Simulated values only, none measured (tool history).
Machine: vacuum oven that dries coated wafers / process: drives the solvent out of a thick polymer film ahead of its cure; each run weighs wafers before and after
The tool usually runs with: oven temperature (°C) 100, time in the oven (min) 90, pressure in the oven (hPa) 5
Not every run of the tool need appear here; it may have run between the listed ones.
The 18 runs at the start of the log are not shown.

{"run": 19, "hour": 236.0, "oven temperature (°C)": 100, "time in the oven (min)": 90, "pressure in the oven (hPa)": 5, "solvent left in the film (%)": 2.79}
{"run": 20, "hour": 254.4, "oven temperature (°C)": 100, "time in the oven (min)": 110, "pressure in the oven (hPa)": 5, "solvent left in the film (%)": 2.16}
{"run": 21, "hour": 267.5, "oven temperature (°C)": 100, "time in the oven (min)": 110, "pressure in the oven (hPa)": 5, "solvent left in the film (%)": 2.05}
{"hour": 270.7, "done": "oven's thermocouples calibrated"}
{"run": 22, "hour": 278.8, "oven temperature (°C)": 100, "time in the oven (min)": 55, "pressure in the oven (hPa)": 5, "solvent left in the film (%)": 5.5}
{"run": 23, "hour": 289.3, "oven temperature (°C)": 100, "time in the oven (min)": 55, "pressure in the oven (hPa)": 5, "solvent left in the film (%)": 5.34}
{"run": 24, "hour": 303.0, "oven temperature (°C)": 100, "time in the oven (min)": 55, "pressure in the oven (hPa)": 5, "solvent left in the film (%)": 5.43}
{"run": 25, "hour": 321.8, "oven temperature (°C)": 100, "time in the oven (min)": 119, "pressure in the oven (hPa)": 5, "solvent left in the film (%)": 2.06}
{"run": 26, "hour": 338.2, "oven temperature (°C)": 93, "time in the oven (min)": 63, "pressure in the oven (hPa)": 5, "solvent left in the film (%)": 7.03}
{"run": 27, "hour": 353.1, "oven temperature (°C)": 97, "time in the oven (min)": 52, "pressure in the oven (hPa)": 5, "solvent left in the film (%)": 6.84}
{"hour": 362.3, "done": "oven's thermocouples calibrated, once more"}
{"run": 28, "hour": 367.0, "oven temperature (°C)": 97, "time in the oven (min)": 52, "pressure in the oven (hPa)": 5, "solvent left in the film (%)": 5.49}
{"run": 29, "hour": 380.3, "oven temperature (°C)": 94, "time in the oven (min)": 95, "pressure in the oven (hPa)": 11.39, "solvent left in the film (%)": 4.35}
{"run": 30, "hour": 394.1, "oven temperature (°C)": 107, "time in the oven (min)": 95, "pressure in the oven (hPa)": 11.39, "solvent left in the film (%)": 1.71}
{"run": 31, "hour": 405.1, "oven temperature (°C)": 114, "time in the oven (min)": 160, "pressure in the oven (hPa)": 5.45, "solvent left in the film (%)": 0.52}

What does the tool deliver on the next run?
{"run": 32, "hour": 420.3, "oven temperature (°C)": 114, "time in the oven (min)": 160, "pressure in the oven (hPa)": 12.96, "solvent left in the film (%)": "?"}

{"run 32": {"solvent left in the film (%)": 1.21}}
With no hidden state in the tool, this same run would have given solvent left in the film (%) 1.03.

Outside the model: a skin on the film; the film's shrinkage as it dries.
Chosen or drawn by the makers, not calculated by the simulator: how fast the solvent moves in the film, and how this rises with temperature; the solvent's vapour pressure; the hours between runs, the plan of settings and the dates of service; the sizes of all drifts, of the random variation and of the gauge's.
